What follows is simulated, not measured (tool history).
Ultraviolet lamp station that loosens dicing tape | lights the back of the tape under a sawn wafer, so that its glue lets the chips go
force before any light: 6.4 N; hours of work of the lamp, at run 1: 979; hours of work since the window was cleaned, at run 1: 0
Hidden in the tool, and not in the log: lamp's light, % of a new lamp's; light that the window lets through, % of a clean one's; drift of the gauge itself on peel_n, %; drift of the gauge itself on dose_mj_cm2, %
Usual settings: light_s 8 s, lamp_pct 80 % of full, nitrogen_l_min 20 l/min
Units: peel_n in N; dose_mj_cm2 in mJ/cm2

| run | hour | light_s | lamp_pct | nitrogen_l_min | hours of work of the lamp | hours of work since the window was cleaned | peel_n | dose_mj_cm2 |
|---|---|---|---|---|---|---|---|---|
| 1 | 0.0 | 8 | 80 | 20 | 979 | 0 | 1.058 | 188 |
| 2 | 38.5 | 8 | 80 | 20 | 1003 | 23 | 1.086 | 185 |
| 3 | 73.3 | 8 | 80 | 20 | 1024 | 45 | 1.163 | 182 |
| 4 | 114.3 | 8 | 80 | 20 | 1049 | 70 | 1.221 | 175 |
| 5 | 138.8 | 8 | 80 | 20 | 1064 | 85 | 1.197 | 177 |
| 6 | 167.0 | 8 | 80 | 20 | 1081 | 102 | 1.214 | 175 |
|  | 200.1 | lamp changed |
| 7 | 206.6 | 8 | 80 | 20 | 4 | 125 | 0.640 | 246 |
| 8 | 257.2 | 8 | 80 | 20 | 35 | 156 | 0.668 | 244 |
| 9 | 284.1 | 8 | 80 | 11 | 51 | 173 | 1.014 | 234 |
| 10 | 322.8 | 8 | 80 | 11 | 75 | 196 | 1.018 | 233 |
|  | 357.8 | window cleaned of glue's vapour |
| 11 | 358.6 | 8 | 63 | 20 | 96 | 1 | 1.290 | 172 |
| 12 | 389.8 | 8 | 63 | 20 | 115 | 20 | 1.277 | 169 |
| 13 | 427.2 | 8 | 63 | 20 | 138 | 42 | 1.385 | 164 |
|  | 444.7 | window cleaned of glue's vapour, once more |
| 14 | 461.7 | 8 | 63 | 20 | 159 | 10 | 1.001 | 196 |
| 15 | 500.4 | 8 | 63 | 20 | 182 | 34 | 0.982 | 192 |
| 16 | 530.0 | 6 | 80 | 9 | 200 | 52 | 1.741 | 182 |
| 17 | 575.7 | 5 | 66 | 38 | 228 | 80 | 1.602 | 123 |
| 18 | 599.4 | 7 | 83 | 23 | 243 | 94 | 0.807 | 213 |
| 19 | 650.3 | 8 | 67 | 39 | 274 | 125 | 0.792 | 188 |
| 20 | 673.4 | 8 | 67 | 39 | 288 | 139 | 0.780 | 191 |
| 21 | 700.1 | 14 | 67 | 39 | 304 | 156 | 0.220 | 328 |
| 22 | 725.9 | 5 | 80 | 35 | 320 | 171 | 1.437 | 136 |
| 23 | 779.9 | 4 | 89 | 7 | 353 | 204 | 2.901 | 117 |
|  | 799.5 | window cleaned of glue's vapour |
| 24 | 819.0 | 12 | 62 | 26 | 376 | 12 | 0.433 | 270 |
| 25 | 863.2 | 12 | 68 | 9 | 403 | 39 | 0.773 | 293 |
| 26 | 908.3 | 8 | 80 | 36 | 431 | 66 | 0.563 | 222 |
| 27 | 961.2 | 8 | 80 | 36 | 463 | 99 | 0.596 | 216 |
| 28 | 995.4 | 8 | 80 | 36 | 484 | 119 | 0.616 | 215 |
| 29 | 1028.2 | 8 | 83 | 36 | 504 | 139 | 0.599 | 219 |

Forecast each of these 3 alternatives for the next run:
| A | 1055.5 | 7 | 83 | 36 | 521 | 156 | ? | ? |
| B | 1055.5 | 10 | 80 | 7 | 521 | 156 | ? | ? |
| C | 1055.5 | 11 | 63 | 9 | 521 | 156 | ? | ? |

| run | peel_n | dose_mj_cm2 |
|---|---|---|
| A | 0.832 | 188 |
| B | 1.093 | 262 |
| C | 1.256 | 223 |
Without the tool's hidden state the same runs would have given:
| run | peel_n | dose_mj_cm2 |
|---|---|---|
| A | 0.498 | 239 |
| B | 0.699 | 333 |
| C | 0.821 | 284 |
